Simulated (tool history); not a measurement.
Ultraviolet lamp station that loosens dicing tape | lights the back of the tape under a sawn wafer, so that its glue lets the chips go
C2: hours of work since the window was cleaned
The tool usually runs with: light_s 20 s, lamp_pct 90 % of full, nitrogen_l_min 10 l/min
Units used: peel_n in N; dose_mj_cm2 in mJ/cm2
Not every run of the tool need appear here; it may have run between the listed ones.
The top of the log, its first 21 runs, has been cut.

Run 22, hour 297.4: usual settings but light_s 19 s, lamp_pct 62 % of full, nitrogen_l_min 11 l/min; hours of work of the lamp 646; C2 298. Result: peel_n 1.164 N, dose_mj_cm2 113 mJ/cm2.
Run 23, hour 314.3: usual settings but light_s 36 s, lamp_pct 66 % of full, nitrogen_l_min 9 l/min; hours of work of the lamp 660; C2 311. Result: peel_n 0.445 N, dose_mj_cm2 233 mJ/cm2.
Run 24, hour 328.2: usual settings but light_s 30 s, lamp_pct 67 % of full; hours of work of the lamp 670; C2 321. Result: peel_n 0.580 N, dose_mj_cm2 197 mJ/cm2.
Run 25, hour 346.9: usual settings but light_s 30 s, lamp_pct 67 % of full; hours of work of the lamp 685; C2 336. Result: peel_n 0.601 N, dose_mj_cm2 196 mJ/cm2.
Run 26, hour 364.1: usual settings but light_s 30 s, lamp_pct 67 % of full; hours of work of the lamp 698; C2 349. Result: peel_n 0.614 N, dose_mj_cm2 188 mJ/cm2.
At hour 371.9: window cleaned of glue's vapour.
Run 27, hour 378.6: usual settings but light_s 19 s, nitrogen_l_min 13 l/min; hours of work of the lamp 709; C2 5. Result: peel_n 0.624 N, dose_mj_cm2 170 mJ/cm2.
Run 28, hour 390.4: usual settings but light_s 19 s, nitrogen_l_min 13 l/min; hours of work of the lamp 718; C2 14. Result: peel_n 0.609 N, dose_mj_cm2 173 mJ/cm2.
At hour 408.4: lamp changed.
Run 29, hour 411.7: usual settings but light_s 19 s, nitrogen_l_min 13 l/min; hours of work of the lamp 3; C2 30. Result: peel_n 0.273 N, dose_mj_cm2 272 mJ/cm2.
Run 30, hour 425.8: usual settings but light_s 19 s, nitrogen_l_min 13 l/min; hours of work of the lamp 13; C2 41. Result: peel_n 0.282 N, dose_mj_cm2 267 mJ/cm2.
Run 31, hour 443.0: usual settings but light_s 10 s, lamp_pct 65 % of full, nitrogen_l_min 11 l/min; hours of work of the lamp 27; C2 54. Result: peel_n 1.400 N, dose_mj_cm2 103 mJ/cm2.
Run 32, hour 459.6: usual settings but lamp_pct 69 % of full, nitrogen_l_min 8 l/min; hours of work of the lamp 39; C2 67. Result: peel_n 0.543 N, dose_mj_cm2 218 mJ/cm2.
Run 33, hour 472.0: usual settings but nitrogen_l_min 18 l/min; hours of work of the lamp 49; C2 76. Result: peel_n 0.245 N, dose_mj_cm2 280 mJ/cm2.

Branching from run 33: 4 alternative next runs. What would each branch give?
Run A, hour 482.3: usual settings but light_s 22 s; hours of work of the lamp 57; C2 84. Result: peel_n ?, dose_mj_cm2 ?.
Run B, hour 482.3: usual settings but light_s 13 s, lamp_pct 62 % of full; hours of work of the lamp 57; C2 84. Result: peel_n ?, dose_mj_cm2 ?.
Run C, hour 482.3: usual settings but light_s 40 s; hours of work of the lamp 57; C2 84. Result: peel_n ?, dose_mj_cm2 ?.
Run D, hour 482.3: usual settings but light_s 14 s, lamp_pct 74 % of full; hours of work of the lamp 57; C2 84. Result: peel_n ?, dose_mj_cm2 ?.

run  peel_n  dose_mj_cm2
  A   0.272          305
  B   1.136          128
  C   0.155          549
  D   0.766          157
Without the tool's unlogged condition, the same runs would have read:
run  peel_n  dose_mj_cm2
  A   0.251          322
  B   1.058          134
  C   0.153          580
  D   0.703          166
